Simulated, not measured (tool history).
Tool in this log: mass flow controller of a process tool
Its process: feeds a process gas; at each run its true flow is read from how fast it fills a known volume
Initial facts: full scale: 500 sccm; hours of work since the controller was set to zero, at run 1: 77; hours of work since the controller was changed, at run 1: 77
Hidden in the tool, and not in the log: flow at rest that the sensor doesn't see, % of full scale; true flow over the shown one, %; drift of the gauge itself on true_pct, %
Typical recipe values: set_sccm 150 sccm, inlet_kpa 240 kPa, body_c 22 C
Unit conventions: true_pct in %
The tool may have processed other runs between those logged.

run	hour	set_sccm	inlet_kpa	body_c	hours of work since the controller was set to zero	hours of work since the controller was changed	true_pct
1	0	150	240	22	77	77	97.6
2	152.9	322	240	22	158	158	98.69
3	301.6	150	240	22	238	238	97.7
4	415.3	150	240	22	299	299	97.64
5	500.1	150	240	22	344	344	97.64
6	625	150	240	22	411	411	97.73
7	791.8	150	176	22	500	500	97.83
8	966.8	150	176	22	593	593	97.9
9	1072.6	150	176	22	650	650	97.89
10	1272.9	150	176	22	757	757	97.78
11	1437.1	73	175	29	845	845	97.65
12	1631.3	73	175	29	949	949	97.6
13	1808.5	72	219	32	1043	1043	97.53
14	1966.1	72	219	32	1128	1128	97.57
15	2147.9	274	240	20	1225	1225	98.47
16	2326.3	274	240	20	1320	1320	98.34
17	2509.1	362	182	35	1418	1418	99.59
18	2645.5	124	147	22	1491	1491	97.76
19	2769.4	292	200	36	1557	1557	99.07

Predict each of these 4 candidate next runs independently; none follows another, all start after run 19:
A	2941.8	115	163	26	1649	1649	?
B	2941.8	81	200	36	1649	1649	?
C	2941.8	414	156	22	1649	1649	?
D	2941.8	383	176	22	1649	1649	?

run	true_pct
A	97.82
B	97.7
C	99.5
D	99.22
With the hidden condition removed and each run's random variation left untouched, the same runs would have given:
run	true_pct
A	97.82
B	97.7
C	99.5
D	99.22
